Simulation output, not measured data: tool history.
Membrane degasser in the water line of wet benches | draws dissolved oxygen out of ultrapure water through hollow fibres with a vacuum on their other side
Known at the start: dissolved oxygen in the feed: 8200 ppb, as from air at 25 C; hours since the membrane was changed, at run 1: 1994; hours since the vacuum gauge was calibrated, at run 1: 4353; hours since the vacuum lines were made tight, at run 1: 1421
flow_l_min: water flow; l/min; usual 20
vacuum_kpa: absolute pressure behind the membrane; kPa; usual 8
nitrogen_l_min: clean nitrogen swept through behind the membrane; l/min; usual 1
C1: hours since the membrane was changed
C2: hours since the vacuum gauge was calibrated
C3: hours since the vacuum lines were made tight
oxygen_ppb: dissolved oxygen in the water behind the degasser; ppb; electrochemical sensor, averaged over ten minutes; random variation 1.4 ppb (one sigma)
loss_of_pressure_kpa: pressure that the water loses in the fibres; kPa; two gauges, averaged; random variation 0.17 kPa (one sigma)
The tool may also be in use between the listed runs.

{"run": 1, "hour": 0.0, "flow_l_min": 20, "vacuum_kpa": 8, "nitrogen_l_min": 1, "C1": 1994, "C2": 4353, "C3": 1421, "oxygen_ppb": 218.9, "loss_of_pressure_kpa": 28.55}
{"run": 2, "hour": 154.0, "flow_l_min": 20, "vacuum_kpa": 8, "nitrogen_l_min": 1, "C1": 2148, "C2": 4507, "C3": 1575, "oxygen_ppb": 218.6, "loss_of_pressure_kpa": 28.64}
{"run": 3, "hour": 347.7, "flow_l_min": 20, "vacuum_kpa": 8, "nitrogen_l_min": 1, "C1": 2342, "C2": 4701, "C3": 1769, "oxygen_ppb": 216.4, "loss_of_pressure_kpa": 28.65}
{"run": 4, "hour": 431.2, "flow_l_min": 20, "vacuum_kpa": 8, "nitrogen_l_min": 1, "C1": 2425, "C2": 4784, "C3": 1852, "oxygen_ppb": 215.9, "loss_of_pressure_kpa": 28.93}
{"run": 5, "hour": 533.5, "flow_l_min": 20, "vacuum_kpa": 8, "nitrogen_l_min": 1, "C1": 2527, "C2": 4887, "C3": 1955, "oxygen_ppb": 217.5, "loss_of_pressure_kpa": 29.01}
{"run": 6, "hour": 723.8, "flow_l_min": 20, "vacuum_kpa": 4.98, "nitrogen_l_min": 1, "C1": 2718, "C2": 5077, "C3": 2145, "oxygen_ppb": 86.5, "loss_of_pressure_kpa": 28.74}
{"run": 7, "hour": 823.8, "flow_l_min": 20, "vacuum_kpa": 4.98, "nitrogen_l_min": 1, "C1": 2818, "C2": 5177, "C3": 2245, "oxygen_ppb": 87.4, "loss_of_pressure_kpa": 29.1}
{"run": 8, "hour": 982.5, "flow_l_min": 20, "vacuum_kpa": 8, "nitrogen_l_min": 1, "C1": 2976, "C2": 5336, "C3": 2404, "oxygen_ppb": 219.7, "loss_of_pressure_kpa": 29.07}
{"run": 9, "hour": 1136.8, "flow_l_min": 20, "vacuum_kpa": 8, "nitrogen_l_min": 1, "C1": 3131, "C2": 5490, "C3": 2558, "oxygen_ppb": 220.1, "loss_of_pressure_kpa": 29.12}
{"run": 10, "hour": 1325.9, "flow_l_min": 32, "vacuum_kpa": 8, "nitrogen_l_min": 1, "C1": 3320, "C2": 5679, "C3": 2747, "oxygen_ppb": 341.1, "loss_of_pressure_kpa": 46.81}
{"run": 11, "hour": 1410.5, "flow_l_min": 32, "vacuum_kpa": 8, "nitrogen_l_min": 1, "C1": 3404, "C2": 5764, "C3": 2832, "oxygen_ppb": 344.6, "loss_of_pressure_kpa": 46.42}
{"run": 12, "hour": 1518.4, "flow_l_min": 32, "vacuum_kpa": 8, "nitrogen_l_min": 1, "C1": 3512, "C2": 5872, "C3": 2939, "oxygen_ppb": 345.3, "loss_of_pressure_kpa": 46.19}
{"run": 13, "hour": 1618.3, "flow_l_min": 32, "vacuum_kpa": 8, "nitrogen_l_min": 1, "C1": 3612, "C2": 5971, "C3": 3039, "oxygen_ppb": 348.2, "loss_of_pressure_kpa": 46.83}
{"run": 14, "hour": 1754.1, "flow_l_min": 32, "vacuum_kpa": 8, "nitrogen_l_min": 1, "C1": 3748, "C2": 6107, "C3": 3175, "oxygen_ppb": 345.8, "loss_of_pressure_kpa": 47.19}
{"run": 15, "hour": 1838.9, "flow_l_min": 32, "vacuum_kpa": 8, "nitrogen_l_min": 1, "C1": 3833, "C2": 6192, "C3": 3260, "oxygen_ppb": 346, "loss_of_pressure_kpa": 46.98}
{"run": 16, "hour": 1918.5, "flow_l_min": 20, "vacuum_kpa": 8, "nitrogen_l_min": 0.47, "C1": 3912, "C2": 6272, "C3": 3339, "oxygen_ppb": 398.4, "loss_of_pressure_kpa": 29.74}

The next listed run, before its measurement:
{"run": 17, "hour": 2014.8, "flow_l_min": 32, "vacuum_kpa": 4.9, "nitrogen_l_min": 1.33, "C1": 4009, "C2": 6368, "C3": 3436, "oxygen_ppb": "?", "loss_of_pressure_kpa": "?"}

Run 17 gave oxygen_ppb 124 ppb, loss_of_pressure_kpa 46.92 kPa.
Without the tool's hidden state the same run would have given oxygen_ppb 109 ppb, loss_of_pressure_kpa 44.66 kPa.
